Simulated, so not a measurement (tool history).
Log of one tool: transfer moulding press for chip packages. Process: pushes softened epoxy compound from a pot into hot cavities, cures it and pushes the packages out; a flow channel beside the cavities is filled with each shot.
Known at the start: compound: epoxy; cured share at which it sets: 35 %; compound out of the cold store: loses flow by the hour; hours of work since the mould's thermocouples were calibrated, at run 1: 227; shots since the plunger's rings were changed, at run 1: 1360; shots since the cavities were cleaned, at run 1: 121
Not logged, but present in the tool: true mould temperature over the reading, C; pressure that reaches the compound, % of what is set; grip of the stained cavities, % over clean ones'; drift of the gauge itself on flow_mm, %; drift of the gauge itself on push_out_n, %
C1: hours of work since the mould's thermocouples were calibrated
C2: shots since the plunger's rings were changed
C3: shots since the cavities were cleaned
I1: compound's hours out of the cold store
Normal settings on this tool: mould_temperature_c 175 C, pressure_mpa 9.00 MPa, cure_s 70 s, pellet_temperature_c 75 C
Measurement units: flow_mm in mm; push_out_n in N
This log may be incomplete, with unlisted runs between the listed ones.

Run 1, hour 0.0: usual settings; C1 227; C2 1360; C3 121; I1 46.2. Result: flow_mm 794 mm, push_out_n 519 N.
Run 2, hour 7.1: usual settings but cure_s 53 s; C1 230; C2 1425; C3 186; I1 11.4. Result: flow_mm 911 mm, push_out_n 1162 N.
Run 3, hour 15.8: usual settings but cure_s 67 s; C1 233; C2 1505; C3 266; I1 28.7. Result: flow_mm 850 mm, push_out_n 683 N.
Run 4, hour 24.6: usual settings but pellet_temperature_c 77 C; C1 237; C2 1585; C3 346; I1 9.4. Result: flow_mm 923 mm, push_out_n 671 N.
Run 5, hour 37.0: usual settings; C1 242; C2 1698; C3 459; I1 19.9. Result: flow_mm 878 mm, push_out_n 729 N.
Run 6, hour 43.4: usual settings; C1 244; C2 1756; C3 517; I1 44.3. Result: flow_mm 798 mm, push_out_n 758 N.
Run 7, hour 53.2: usual settings; C1 248; C2 1846; C3 607; I1 36.2. Result: flow_mm 821 mm, push_out_n 756 N.
Run 8, hour 65.3: usual settings; C1 253; C2 1957; C3 718; I1 41.7. Result: flow_mm 799 mm, push_out_n 807 N.
Run 9, hour 71.9: usual settings; C1 256; C2 2017; C3 778; I1 43.8. Result: flow_mm 792 mm, push_out_n 806 N.
At hour 74.6: cavities cleaned with cleaning compound and waxed.
Run 10, hour 83.6: usual settings; C1 260; C2 2110; C3 82; I1 21.3. Result: flow_mm 868 mm, push_out_n 1081 N.
Run 11, hour 90.3: usual settings; C1 263; C2 2171; C3 143; I1 14.7. Result: flow_mm 892 mm, push_out_n 1118 N.
Run 12, hour 104.0: usual settings; C1 268; C2 2296; C3 268; I1 38.8. Result: flow_mm 809 mm, push_out_n 989 N.
Run 13, hour 112.3: usual settings; C1 272; C2 2372; C3 344; I1 23.4. Result: flow_mm 860 mm, push_out_n 1007 N.
Run 14, hour 119.8: usual settings; C1 275; C2 2441; C3 413; I1 16.7. Result: flow_mm 880 mm, push_out_n 1037 N.
At hour 128.4: cavities cleaned with cleaning compound and waxed, once more.
Run 15, hour 131.7: usual settings but mould_temperature_c 173 C, pressure_mpa 7.49 MPa, pellet_temperature_c 69 C; C1 279; C2 2536; C3 30; I1 24.3. Result: flow_mm 780 mm, push_out_n 516 N.
At hour 138.7: plunger's sealing rings changed.
Run 16, hour 145.2: usual settings but mould_temperature_c 181 C, pressure_mpa 8.22 MPa, cure_s 107 s, pellet_temperature_c 76 C; C1 283; C2 60; C3 131; I1 26.1. Result: flow_mm 822 mm, push_out_n 432 N.
Run 17, hour 158.6: usual settings but mould_temperature_c 181 C, pressure_mpa 8.22 MPa, cure_s 107 s, pellet_temperature_c 76 C; C1 289; C2 182; C3 253; I1 46.3. Result: flow_mm 757 mm, push_out_n 493 N.
Run 18, hour 172.7: usual settings but pressure_mpa 8.55 MPa, cure_s 72 s; C1 295; C2 311; C3 382; I1 8.4. Result: flow_mm 912 mm, push_out_n 680 N.
Run 19, hour 186.8: usual settings but pressure_mpa 7.45 MPa; C1 300; C2 439; C3 510; I1 21.0. Result: flow_mm 808 mm, push_out_n 741 N.
Run 20, hour 197.5: usual settings but pressure_mpa 7.75 MPa, pellet_temperature_c 82 C; C1 305; C2 537; C3 608; I1 10.6. Result: flow_mm 859 mm, push_out_n 766 N.
Run 21, hour 203.5: usual settings but pressure_mpa 7.75 MPa, pellet_temperature_c 82 C; C1 307; C2 592; C3 663; I1 36.0. Result: flow_mm 771 mm, push_out_n 768 N.
Run 22, hour 210.9: usual settings but pressure_mpa 7.75 MPa, cure_s 78 s, pellet_temperature_c 82 C; C1 310; C2 660; C3 731; I1 44.4. Result: flow_mm 749 mm, push_out_n 705 N.
Run 23, hour 223.2: usual settings but pressure_mpa 7.75 MPa, cure_s 78 s, pellet_temperature_c 82 C; C1 315; C2 773; C3 844; I1 33.7. Result: flow_mm 777 mm, push_out_n 746 N.
Run 24, hour 229.1: usual settings but mould_temperature_c 174 C, pressure_mpa 7.75 MPa, cure_s 69 s, pellet_temperature_c 82 C; C1 317; C2 826; C3 897; I1 30.6. Result: flow_mm 791 mm, push_out_n 878 N.
Run 25, hour 235.3: usual settings but mould_temperature_c 182 C, pressure_mpa 8.18 MPa, cure_s 76 s; C1 320; C2 883; C3 954; I1 47.5. Result: flow_mm 741 mm, push_out_n 731 N.
At hour 237.7: cavities cleaned with cleaning compound and waxed.
Run 26, hour 243.9: usual settings but mould_temperature_c 182 C, pressure_mpa 8.18 MPa, cure_s 76 s; C1 323; C2 948; C3 57; I1 16.4. Result: flow_mm 837 mm, push_out_n 398 N.
Run 27, hour 250.1: usual settings but mould_temperature_c 182 C, pressure_mpa 8.18 MPa, cure_s 76 s; C1 325; C2 1005; C3 114; I1 45.9. Result: flow_mm 742 mm, push_out_n 435 N.
Run 28, hour 256.0: usual settings but mould_temperature_c 182 C, pressure_mpa 8.18 MPa, cure_s 76 s; C1 328; C2 1058; C3 167; I1 33.6. Result: flow_mm 781 mm, push_out_n 470 N.

What if the next run were any one of these 5? Each begins from the tool's condition after run 28:
Run A, hour 265.0: usual settings but cure_s 102 s, pellet_temperature_c 77 C; C1 331; C2 1141; C3 250; I1 10.5. Result: flow_mm ?, push_out_n ?.
Run B, hour 265.0: usual settings but mould_temperature_c 181 C, pressure_mpa 8.51 MPa, cure_s 67 s; C1 331; C2 1141; C3 250; I1 21.2. Result: flow_mm ?, push_out_n ?.
Run C, hour 265.0: usual settings but mould_temperature_c 168 C, pressure_mpa 8.18 MPa, cure_s 63 s, pellet_temperature_c 84 C; C1 331; C2 1141; C3 250; I1 13.9. Result: flow_mm ?, push_out_n ?.
Run D, hour 265.0: usual settings but mould_temperature_c 173 C, pressure_mpa 8.18 MPa, cure_s 76 s; C1 331; C2 1141; C3 250; I1 8.2. Result: flow_mm ?, push_out_n ?.
Run E, hour 265.0: usual settings but pellet_temperature_c 76 C; C1 331; C2 1141; C3 250; I1 24.9. Result: flow_mm ?, push_out_n ?.

run  flow_mm  push_out_n
  A      920         527
  B      839         543
  C      886        1229
  D      888         637
  E      866         629
Without the tool's hidden state the same runs would have given:
run  flow_mm  push_out_n
  A      937         360
  B      854         375
  C      903         903
  D      904         454
  E      882         448
